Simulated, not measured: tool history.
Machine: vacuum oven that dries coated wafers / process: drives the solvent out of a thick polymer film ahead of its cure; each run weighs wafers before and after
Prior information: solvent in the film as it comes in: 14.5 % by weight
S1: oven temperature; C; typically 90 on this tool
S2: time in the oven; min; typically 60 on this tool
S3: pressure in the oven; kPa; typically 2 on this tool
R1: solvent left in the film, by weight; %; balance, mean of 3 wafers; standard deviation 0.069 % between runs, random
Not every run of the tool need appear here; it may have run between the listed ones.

run 1 hour=0 | S1=90 S2=60 S3=2 | R1=6.18
run 2 hour=30.8 | S1=90 S2=60 S3=2 | R1=6.08
run 3 hour=92.4 | S1=90 S2=60 S3=2 | R1=6.07
run 4 hour=122.3 | S1=90 S2=60 S3=2 | R1=5.98
run 5 hour=148.1 | S1=90 S2=68 S3=2 | R1=5.68
run 6 hour=203.7 | S1=90 S2=34 S3=2 | R1=7.78
run 7 hour=265.4 | S1=90 S2=85 S3=2 | R1=5.25
-- hour=270.6 oven's thermocouples calibrated
run 8 hour=302.9 | S1=86 S2=93 S3=5.5 | R1=12.67
run 9 hour=330.4 | S1=86 S2=93 S3=5.5 | R1=12.69
-- hour=372.7 oven's thermocouples calibrated, once more
run 10 hour=388.4 | S1=86 S2=84 S3=2.66 | R1=6.97
run 11 hour=438.8 | S1=86 S2=84 S3=2.66 | R1=6.86
run 12 hour=490.7 | S1=94 S2=56 S3=4.47 | R1=7.48

Predict the results of run 13:
run 13 hour=536.1 | S1=94 S2=56 S3=4.47 | R1=?

Run 13 gave R1 7.5 %.
Without the tool's hidden state the same run would have given R1 6.81 %.
